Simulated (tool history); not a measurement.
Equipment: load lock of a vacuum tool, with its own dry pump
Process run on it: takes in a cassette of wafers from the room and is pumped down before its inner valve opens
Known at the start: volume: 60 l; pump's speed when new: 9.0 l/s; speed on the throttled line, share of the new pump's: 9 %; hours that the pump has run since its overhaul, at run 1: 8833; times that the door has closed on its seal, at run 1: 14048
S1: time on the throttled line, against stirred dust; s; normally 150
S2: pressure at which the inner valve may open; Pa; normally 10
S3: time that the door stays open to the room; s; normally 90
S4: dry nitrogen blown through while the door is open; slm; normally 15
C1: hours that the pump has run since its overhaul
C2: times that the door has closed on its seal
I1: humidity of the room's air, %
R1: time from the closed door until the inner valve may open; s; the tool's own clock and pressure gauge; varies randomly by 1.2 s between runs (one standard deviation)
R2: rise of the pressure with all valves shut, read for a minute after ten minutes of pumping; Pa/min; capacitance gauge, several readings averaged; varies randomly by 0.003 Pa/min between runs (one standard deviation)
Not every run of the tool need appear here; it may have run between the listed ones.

run	hour	S1	S2	S3	S4	C1	C2	I1	R1	R2
1	0.0	150	10	90	15	8833	14048	46.0	202.7	0.098
2	118.3	150	10	90	15	8951	14353	44.4	204.5	0.097
3	199.8	150	10	90	15	9033	14563	45.8	204.3	0.103
4	325.5	150	10	90	15	9159	14887	40.1	204.0	0.096
5	428.2	150	10	90	15	9261	15151	46.7	206.1	0.105
6	523.2	150	10	90	15	9356	15397	45.3	207.5	0.103
7	590.7	150	10	47	15	9424	15571	42.8	204.7	0.093
8	676.1	150	10	47	15	9509	15791	45.5	207.8	0.090
9	765.9	150	10	47	15	9599	16022	45.9	206.5	0.093
10	840.5	150	10	146	15	9674	16215	42.9	206.6	0.118
11	910.9	150	10	146	15	9744	16396	45.1	204.8	0.120
12	992.5	150	10	90	15	9826	16607	43.1	205.4	0.107
13	1077.6	150	10	90	15	9911	16826	49.0	203.9	0.111
14	1223.1	150	10	53	15	10056	17201	45.1	206.7	0.103
15	1368.3	150	10	36	15	10201	17575	43.1	205.5	0.096
16	1486.1	150	10	90	15	10319	17879	47.9	205.6	0.118
17	1597.7	206	10	90	19	10431	18167	44.4	257.6	0.115
18	1737.3	206	10	90	19	10570	18527	46.1	254.6	0.116
19	1825.8	150	11	90	30	10659	18755	45.9	205.9	0.111
20	1952.0	150	11	73	30	10785	19080	42.9	205.1	0.106
21	2083.1	265	7	37	17	10916	19418	43.7	311.5	0.113
22	2199.1	103	10	90	9	11032	19717	43.9	164.7	0.136
23	2331.1	103	10	90	9	11164	20058	47.2	162.5	0.143
24	2476.6	277	10	43	9	11310	20433	46.8	319.4	0.131
25	2568.8	138	16	92	23	11402	20671	45.7	192.9	0.135
26	2667.5	104	10	40	4	11501	20925	43.8	165.2	0.130
27	2796.2	104	10	40	4	11629	21257	45.8	164.6	0.137
28	2867.0	140	12	227	4	11700	21439	42.4	195.7	0.177
29	2936.4	228	12	227	33	11769	21618	39.6	275.1	0.133
30	3054.7	150	8	48	15	11888	21923	46.5	207.3	0.135
31	3188.6	150	19	31	15	12022	22269	47.2	201.8	0.126
32	3330.5	150	15	90	15	12164	22634	46.2	203.8	0.145

Selected run-to-run steps in R1, each split into two signed amounts: the part the tool would show with no hidden state at all (from settings, incoming material and random variation), and the remainder, which goes to the hidden state together with any gauge scatter not common to the measured and the hidden-state-free results:
Unlogged tool condition in this case: pump's speed, % of a new pump's; leak at the door's seal, Pa l/s; drift of the gauge itself on ready_s, %; drift of the gauge itself on rise_pa_min, %.
Run 21 -> 22: S1 265 -> 103, S2 7 -> 10, S3 37 -> 90, S4 17 -> 9. R1 -146.8 s: hidden state +1.9, all else -148.7.
Run 23 -> 24: S1 103 -> 277, S3 90 -> 43. R1 +156.9 s: hidden state -2.3, all else +159.2.
Run 24 -> 25: S1 277 -> 138, S2 10 -> 16, S3 43 -> 92, S4 9 -> 23. R1 -126.5 s: hidden state +1.4, all else -127.9.
Run 29 -> 30: S1 228 -> 150, S2 12 -> 8, S3 227 -> 48, S4 33 -> 15. R1 -67.8 s: hidden state +1.5, all else -69.3.
